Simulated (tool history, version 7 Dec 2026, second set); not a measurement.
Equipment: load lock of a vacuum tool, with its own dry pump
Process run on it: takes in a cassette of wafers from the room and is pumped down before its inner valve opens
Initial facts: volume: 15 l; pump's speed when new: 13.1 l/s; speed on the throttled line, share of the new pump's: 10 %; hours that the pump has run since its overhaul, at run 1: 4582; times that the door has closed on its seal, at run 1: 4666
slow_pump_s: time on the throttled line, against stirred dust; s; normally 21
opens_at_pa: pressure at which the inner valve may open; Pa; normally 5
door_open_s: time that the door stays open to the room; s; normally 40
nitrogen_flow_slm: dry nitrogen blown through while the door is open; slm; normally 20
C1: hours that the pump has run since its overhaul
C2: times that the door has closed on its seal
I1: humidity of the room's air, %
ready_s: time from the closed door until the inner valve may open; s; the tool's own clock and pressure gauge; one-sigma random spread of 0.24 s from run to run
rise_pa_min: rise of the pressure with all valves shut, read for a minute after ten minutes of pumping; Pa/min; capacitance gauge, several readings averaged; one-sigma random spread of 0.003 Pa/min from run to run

Run 1, day 0.000: usual settings; C1 4582; C2 4666; I1 41.4. Result: ready_s 30.4 s, rise_pa_min 0.032 Pa/min.
Run 2, day 2.629: usual settings; C1 4645; C2 4959; I1 44.8. Result: ready_s 30.4 s, rise_pa_min 0.049 Pa/min.
Run 3, day 5.688: usual settings but door_open_s 167 s; C1 4718; C2 5301; I1 40.8. Result: ready_s 30.3 s, rise_pa_min 0.061 Pa/min.
Run 4, day 7.942: usual settings but door_open_s 167 s; C1 4772; C2 5552; I1 42.0. Result: ready_s 30.1 s, rise_pa_min 0.065 Pa/min.
Run 5, day 11.621: usual settings; C1 4861; C2 5963; I1 43.6. Result: ready_s 30.3 s, rise_pa_min 0.039 Pa/min.
Run 6, day 13.825: usual settings; C1 4913; C2 6209; I1 44.0. Result: ready_s 30.1 s, rise_pa_min 0.042 Pa/min.
Run 7, day 16.842: usual settings but slow_pump_s 15 s; C1 4986; C2 6546; I1 45.7. Result: ready_s 24.7 s, rise_pa_min 0.044 Pa/min.
Run 8, day 20.196: usual settings but slow_pump_s 15 s; C1 5066; C2 6920; I1 46.3. Result: ready_s 24.5 s, rise_pa_min 0.042 Pa/min.
Run 9, day 24.646: usual settings; C1 5173; C2 7417; I1 46.1. Result: ready_s 30.4 s, rise_pa_min 0.040 Pa/min.
Run 10, day 29.338: usual settings but opens_at_pa 7 Pa; C1 5286; C2 7940; I1 44.9. Result: ready_s 30.2 s, rise_pa_min 0.039 Pa/min.
Run 11, day 32.083: usual settings but door_open_s 32 s; C1 5352; C2 8247; I1 45.1. Result: ready_s 30.1 s, rise_pa_min 0.043 Pa/min.
Run 12, day 35.692: usual settings; C1 5438; C2 8650; I1 42.5. Result: ready_s 30.6 s, rise_pa_min 0.043 Pa/min.
Run 13, day 39.396: usual settings but opens_at_pa 9 Pa, door_open_s 69 s; C1 5527; C2 9064; I1 44.3. Result: ready_s 29.8 s, rise_pa_min 0.044 Pa/min.
Run 14, day 41.642: usual settings but opens_at_pa 9 Pa, door_open_s 29 s, nitrogen_flow_slm 32 slm; C1 5581; C2 9314; I1 43.8. Result: ready_s 29.9 s, rise_pa_min 0.032 Pa/min.
Run 15, day 45.783: usual settings but slow_pump_s 18 s, opens_at_pa 10 Pa; C1 5680; C2 9777; I1 43.4. Result: ready_s 27.0 s, rise_pa_min 0.047 Pa/min.
Run 16, day 49.667: usual settings but slow_pump_s 18 s, opens_at_pa 10 Pa, door_open_s 112 s; C1 5774; C2 10210; I1 43.2. Result: ready_s 26.6 s, rise_pa_min 0.060 Pa/min.
Run 17, day 54.500: usual settings but slow_pump_s 18 s, opens_at_pa 10 Pa, door_open_s 112 s; C1 5890; C2 10750; I1 44.1. Result: ready_s 26.9 s, rise_pa_min 0.056 Pa/min.

Alternative continuations, all from the tool just after run 17; predict every row:
Run A, day 59.004: usual settings but slow_pump_s 11 s, nitrogen_flow_slm 43 slm; C1 5998; C2 11252; I1 44.5. Result: ready_s ?, rise_pa_min ?.
Run B, day 59.004: usual settings but opens_at_pa 4 Pa; C1 5998; C2 11252; I1 44.1. Result: ready_s ?, rise_pa_min ?.
Run C, day 59.004: usual settings but slow_pump_s 18 s, door_open_s 237 s, nitrogen_flow_slm 11 slm; C1 5998; C2 11252; I1 44.5. Result: ready_s ?, rise_pa_min ?.
Run D, day 59.004: usual settings but slow_pump_s 18 s, opens_at_pa 10 Pa, door_open_s 236 s, nitrogen_flow_slm 8 slm; C1 5998; C2 11252; I1 44.4. Result: ready_s ?, rise_pa_min ?.
Run E, day 59.004: usual settings but door_open_s 38 s; C1 5998; C2 11252; I1 41.7. Result: ready_s ?, rise_pa_min ?.

run  ready_s  rise_pa_min
  A     21.6        0.025
  B     30.5        0.041
  C     27.9        0.100
  D     27.1        0.115
  E     30.3        0.042
With no hidden state in the tool, these same runs would have given:
run  ready_s  rise_pa_min
  A     21.6        0.025
  B     30.5        0.041
  C     27.8        0.099
  D     27.1        0.115
  E     30.3        0.042
